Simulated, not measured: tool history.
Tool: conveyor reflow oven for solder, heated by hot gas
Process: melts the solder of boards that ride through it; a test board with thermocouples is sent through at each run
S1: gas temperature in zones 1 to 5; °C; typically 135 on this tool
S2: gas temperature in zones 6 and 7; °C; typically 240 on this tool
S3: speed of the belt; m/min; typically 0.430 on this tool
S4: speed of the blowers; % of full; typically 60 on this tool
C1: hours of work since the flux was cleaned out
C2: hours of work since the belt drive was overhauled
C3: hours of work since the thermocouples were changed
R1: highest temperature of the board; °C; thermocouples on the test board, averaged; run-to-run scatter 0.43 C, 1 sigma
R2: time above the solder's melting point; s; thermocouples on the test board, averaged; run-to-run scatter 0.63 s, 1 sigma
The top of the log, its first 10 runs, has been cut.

run	hour	S1	S2	S3	S4	C1	C2	C3	R1	R2
11	272.3	135	240	0.430	60	169	502	570	222.3	65.5
12	286.4	135	240	0.430	60	176	509	577	221.9	65.9
13	318.5	135	245	0.430	60	191	525	592	226.0	70.0
14	336.3	135	247	0.430	60	199	533	601	227.3	70.6
# hour 346.6: flux residue cleaned out of gas plates and filters
15	357.7	135	247	0.430	60	5	541	608	229.3	71.4
16	373.5	135	247	0.430	60	13	549	616	227.8	71.3
17	396.5	135	247	0.380	70	24	560	627	235.8	84.6
18	430.2	142	240	0.430	60	40	576	643	223.9	69.9
19	452.7	142	240	0.458	60	51	587	654	222.4	64.4
20	470.2	150	244	0.371	74	59	595	662	236.1	92.7
21	485.1	132	244	0.371	74	66	602	670	235.4	85.4
22	507.9	128	229	0.472	52	77	613	680	204.9	40.4
23	536.3	147	238	0.466	71	91	627	694	223.8	67.8
24	564.7	137	238	0.466	71	105	640	708	221.6	61.6
25	585.8	148	253	0.371	71	115	650	718	244.5	97.7
26	617.0	135	247	0.480	60	130	665	733	224.5	60.5
27	646.9	135	247	0.480	60	144	680	747	224.6	61.9
28	669.1	135	240	0.430	88	155	690	758	230.0	72.1
29	693.7	135	240	0.475	78	166	702	770	224.0	62.4
30	722.0	144	243	0.464	86	180	716	783	231.6	71.1

3 options for the next run, each taken on its own from the tool as it stands now. Forecast them:
A	742.0	144	243	0.343	86	190	725	793	?	?
B	742.0	135	240	0.418	60	190	725	793	?	?
C	742.0	122	243	0.464	86	190	725	793	?	?

run	R1	R2
A	238.6	101.7
B	223.3	70.1
C	226.9	62.1
With the hidden condition removed and each run's random variation left untouched, the same runs would have given:
run	R1	R2
A	236.9	99.0
B	221.6	67.5
C	225.5	60.2
